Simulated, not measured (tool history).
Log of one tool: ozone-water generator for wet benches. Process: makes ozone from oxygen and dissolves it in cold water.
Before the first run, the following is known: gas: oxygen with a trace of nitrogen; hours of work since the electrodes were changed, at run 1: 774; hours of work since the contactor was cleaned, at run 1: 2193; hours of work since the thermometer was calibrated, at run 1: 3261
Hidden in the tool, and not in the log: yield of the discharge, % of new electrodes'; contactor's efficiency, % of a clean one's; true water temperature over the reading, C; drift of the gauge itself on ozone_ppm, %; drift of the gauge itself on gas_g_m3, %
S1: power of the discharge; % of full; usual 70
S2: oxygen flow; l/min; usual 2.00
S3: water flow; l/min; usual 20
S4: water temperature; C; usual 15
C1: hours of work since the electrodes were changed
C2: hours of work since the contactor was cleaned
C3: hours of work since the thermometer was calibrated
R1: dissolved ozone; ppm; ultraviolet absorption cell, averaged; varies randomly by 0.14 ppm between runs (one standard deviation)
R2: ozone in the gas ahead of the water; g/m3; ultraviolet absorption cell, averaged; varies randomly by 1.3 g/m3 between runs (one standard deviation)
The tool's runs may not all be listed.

run 1 hour=0.0 | S1=70 S2=2.00 S3=20 S4=15 | C1=774 C2=2193 C3=3261 | R1=16.5 R2=248.9
run 2 hour=20.5 | S1=70 S2=2.00 S3=20 S4=15 | C1=787 C2=2206 C3=3275 | R1=16.9 R2=247.8
run 3 hour=58.8 | S1=70 S2=2.00 S3=20 S4=15 | C1=813 C2=2232 C3=3301 | R1=16.6 R2=249.3
run 4 hour=101.1 | S1=70 S2=2.00 S3=20 S4=15 | C1=841 C2=2260 C3=3329 | R1=16.6 R2=250.9
run 5 hour=143.5 | S1=70 S2=2.00 S3=20 S4=15 | C1=869 C2=2288 C3=3357 | R1=16.8 R2=250.5
run 6 hour=176.2 | S1=70 S2=2.00 S3=20 S4=15 | C1=891 C2=2310 C3=3379 | R1=17.0 R2=248.4
run 7 hour=195.6 | S1=70 S2=2.00 S3=20 S4=15 | C1=904 C2=2323 C3=3391 | R1=16.7 R2=249.7
run 8 hour=225.9 | S1=70 S2=2.00 S3=20 S4=15 | C1=924 C2=2343 C3=3412 | R1=16.8 R2=250.6
run 9 hour=251.1 | S1=70 S2=2.00 S3=20 S4=15 | C1=941 C2=2360 C3=3428 | R1=16.8 R2=249.0
run 10 hour=282.3 | S1=70 S2=2.00 S3=20 S4=15 | C1=961 C2=2380 C3=3449 | R1=16.6 R2=248.4
run 11 hour=319.0 | S1=81 S2=2.00 S3=20 S4=15 | C1=986 C2=2405 C3=3474 | R1=18.3 R2=275.2
run 12 hour=354.6 | S1=81 S2=2.00 S3=20 S4=15 | C1=1010 C2=2428 C3=3497 | R1=18.5 R2=273.7
run 13 hour=379.0 | S1=70 S2=2.00 S3=20 S4=15 | C1=1026 C2=2445 C3=3513 | R1=16.5 R2=246.7
run 14 hour=416.5 | S1=52 S2=3.35 S3=18 S4=14 | C1=1051 C2=2470 C3=3538 | R1=17.8 R2=163.3
run 15 hour=439.3 | S1=55 S2=1.93 S3=27 S4=14 | C1=1066 C2=2485 C3=3554 | R1=10.2 R2=209.3
run 16 hour=458.9 | S1=55 S2=3.36 S3=27 S4=20 | C1=1079 C2=2498 C3=3567 | R1=12.5 R2=168.5
run 17 hour=486.7 | S1=55 S2=3.36 S3=27 S4=20 | C1=1097 C2=2516 C3=3585 | R1=12.4 R2=168.4
run 18 hour=519.4 | S1=55 S2=3.36 S3=27 S4=20 | C1=1119 C2=2538 C3=3607 | R1=12.2 R2=169.4
run 19 hour=563.2 | S1=70 S2=2.41 S3=16 S4=17 | C1=1148 C2=2567 C3=3636 | R1=20.9 R2=228.5
run 20 hour=587.3 | S1=80 S2=1.27 S3=16 S4=17 | C1=1164 C2=2583 C3=3652 | R1=18.6 R2=324.6
run 21 hour=607.7 | S1=80 S2=1.27 S3=16 S4=17 | C1=1178 C2=2597 C3=3665 | R1=18.7 R2=324.0
run 22 hour=646.2 | S1=79 S2=3.55 S3=20 S4=15 | C1=1203 C2=2622 C3=3691 | R1=21.7 R2=214.8
run 23 hour=684.4 | S1=79 S2=3.55 S3=20 S4=15 | C1=1229 C2=2648 C3=3717 | R1=21.9 R2=213.0
run 24 hour=730.9 | S1=91 S2=1.11 S3=20 S4=8 | C1=1260 C2=2679 C3=3747 | R1=16.1 R2=371.9
run 25 hour=778.2 | S1=48 S2=1.58 S3=13 S4=20 | C1=1291 C2=2710 C3=3779 | R1=16.4 R2=204.6
-- hour=790.9 gauge calibrated
run 26 hour=818.6 | S1=48 S2=1.58 S3=13 S4=20 | C1=1318 C2=2737 C3=3806 | R1=16.4 R2=210.4

Below, some changes in R2 between adjacent runs. For each, the amount present without the hidden state too (settings, incoming material, random variation) and the amount remaining for the hidden state with gauge scatter not shared by both compared results:
Run 23 -> 24: S1 79 -> 91, S2 3.55 -> 1.11, S4 15 -> 8. R2 +158.9 g/m3: hidden state -4.7, all else +163.6.
Run 24 -> 25: S1 91 -> 48, S2 1.11 -> 1.58, S3 20 -> 13, S4 8 -> 20. R2 -167.3 g/m3: hidden state +4.2, all else -171.5.
Run 25 -> 26: gauge calibrated. R2 +5.8 g/m3: hidden state +5.6, all else +0.2.
